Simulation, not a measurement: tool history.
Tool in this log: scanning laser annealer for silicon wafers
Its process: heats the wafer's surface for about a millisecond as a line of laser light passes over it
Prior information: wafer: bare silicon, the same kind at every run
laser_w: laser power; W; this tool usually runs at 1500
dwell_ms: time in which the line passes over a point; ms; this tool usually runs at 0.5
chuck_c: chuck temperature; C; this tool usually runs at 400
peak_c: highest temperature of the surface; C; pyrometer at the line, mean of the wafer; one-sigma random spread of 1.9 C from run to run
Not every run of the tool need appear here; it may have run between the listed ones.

Run 1, hour 0: usual settings. Result: peak_c 1174 C.
Run 2, hour 47.5: usual settings. Result: peak_c 1173 C.
Run 3, hour 123.2: usual settings. Result: peak_c 1175 C.
Run 4, hour 171.5: usual settings. Result: peak_c 1175 C.
Run 5, hour 252.8: usual settings. Result: peak_c 1173 C.
Run 6, hour 303.2: usual settings. Result: peak_c 1176 C.
Run 7, hour 383.8: usual settings. Result: peak_c 1175 C.
Run 8, hour 469.8: usual settings. Result: peak_c 1175 C.
Run 9, hour 557.5: usual settings. Result: peak_c 1174 C.
Run 10, hour 612.6: usual settings but laser_w 1518 W. Result: peak_c 1189 C.
Run 11, hour 689.1: usual settings but laser_w 1518 W. Result: peak_c 1187 C.
Run 12, hour 733.6: usual settings but laser_w 1518 W. Result: peak_c 1187 C.
Run 13, hour 817.1: usual settings. Result: peak_c 1172 C.
Run 14, hour 861.5: usual settings. Result: peak_c 1174 C.
Run 15, hour 935.3: usual settings but chuck_c 437 C. Result: peak_c 1214 C.
Run 16, hour 1003.9: usual settings but dwell_ms 0.569 ms. Result: peak_c 1232 C.
Run 17, hour 1070.3: usual settings but dwell_ms 0.569 ms. Result: peak_c 1237 C.
Run 18, hour 1145.8: usual settings but dwell_ms 0.569 ms. Result: peak_c 1235 C.
Run 19, hour 1204.3: usual settings but dwell_ms 0.569 ms. Result: peak_c 1236 C.
Run 20, hour 1260: usual settings but dwell_ms 0.569 ms. Result: peak_c 1234 C.
Run 21, hour 1336.1: usual settings but dwell_ms 0.497 ms, chuck_c 365 C. Result: peak_c 1140 C.
Run 22, hour 1405.8: usual settings but laser_w 1340 W. Result: peak_c 1071 C.
Run 23, hour 1462.7: usual settings but laser_w 1540 W, chuck_c 429 C. Result: peak_c 1232 C.
Run 24, hour 1525.1: usual settings but laser_w 1540 W, chuck_c 429 C. Result: peak_c 1228 C.
Run 25, hour 1606.3: usual settings but laser_w 1576 W, dwell_ms 0.415 ms, chuck_c 425 C. Result: peak_c 1165 C.
Run 26, hour 1653.3: usual settings but laser_w 1576 W, dwell_ms 0.415 ms, chuck_c 425 C. Result: peak_c 1164 C.
Run 27, hour 1691.8: usual settings but laser_w 1478 W, dwell_ms 0.438 ms, chuck_c 374 C. Result: peak_c 1076 C.
Run 28, hour 1727.3: usual settings but laser_w 1478 W, dwell_ms 0.438 ms, chuck_c 374 C. Result: peak_c 1076 C.
Run 29, hour 1793.6: usual settings but laser_w 1498 W, dwell_ms 0.395 ms, chuck_c 387 C. Result: peak_c 1063 C.
Run 30, hour 1854.8: usual settings but laser_w 1555 W, dwell_ms 0.408 ms, chuck_c 387 C. Result: peak_c 1109 C.
Run 31, hour 1930.3: usual settings but laser_w 1479 W, chuck_c 421 C. Result: peak_c 1182 C.
Run 32, hour 1999.7: usual settings but dwell_ms 0.481 ms, chuck_c 428 C. Result: peak_c 1186 C.
Run 33, hour 2084.4: usual settings but laser_w 1568 W, dwell_ms 0.406 ms, chuck_c 402 C. Result: peak_c 1128 C.
Run 34, hour 2123.2: usual settings but laser_w 1568 W, dwell_ms 0.406 ms, chuck_c 402 C. Result: peak_c 1131 C.
Run 35, hour 2160.2: usual settings but laser_w 1568 W, dwell_ms 0.406 ms, chuck_c 402 C. Result: peak_c 1129 C.
Run 36, hour 2235.7: usual settings but laser_w 1568 W, dwell_ms 0.406 ms, chuck_c 402 C. Result: peak_c 1127 C.
Run 37, hour 2303.8: usual settings but laser_w 1568 W, dwell_ms 0.406 ms, chuck_c 393 C. Result: peak_c 1118 C.
Run 38, hour 2371.3: usual settings but laser_w 1568 W, dwell_ms 0.406 ms, chuck_c 393 C. Result: peak_c 1118 C.
Run 39, hour 2414.6: usual settings but laser_w 1637 W, dwell_ms 0.512 ms, chuck_c 412 C. Result: peak_c 1292 C.
Run 40, hour 2451.1: usual settings but laser_w 1279 W, dwell_ms 0.512 ms, chuck_c 403 C. Result: peak_c 1037 C.

Between the runs listed above, the log contained 3 entries, not reproduced here. Where in the sequence does each belong, and how does what the log doesn't record of the tool's condition differ from the listed run before to the listed run after?
Logged between run 3 and run 4: optics aligned, line set to its width (hour 160.2)
  width of the line over the set one, %: 0.04 -> 0
Logged between run 9 and run 10: window over the wafer cleaned (hour 582.8)
  light that passes the window, % of a clean one's: 99.94 -> 100
Logged between run 28 and run 29: window over the wafer cleaned (hour 1773.7)
  light that passes the window, % of a clean one's: 99.94 -> 100
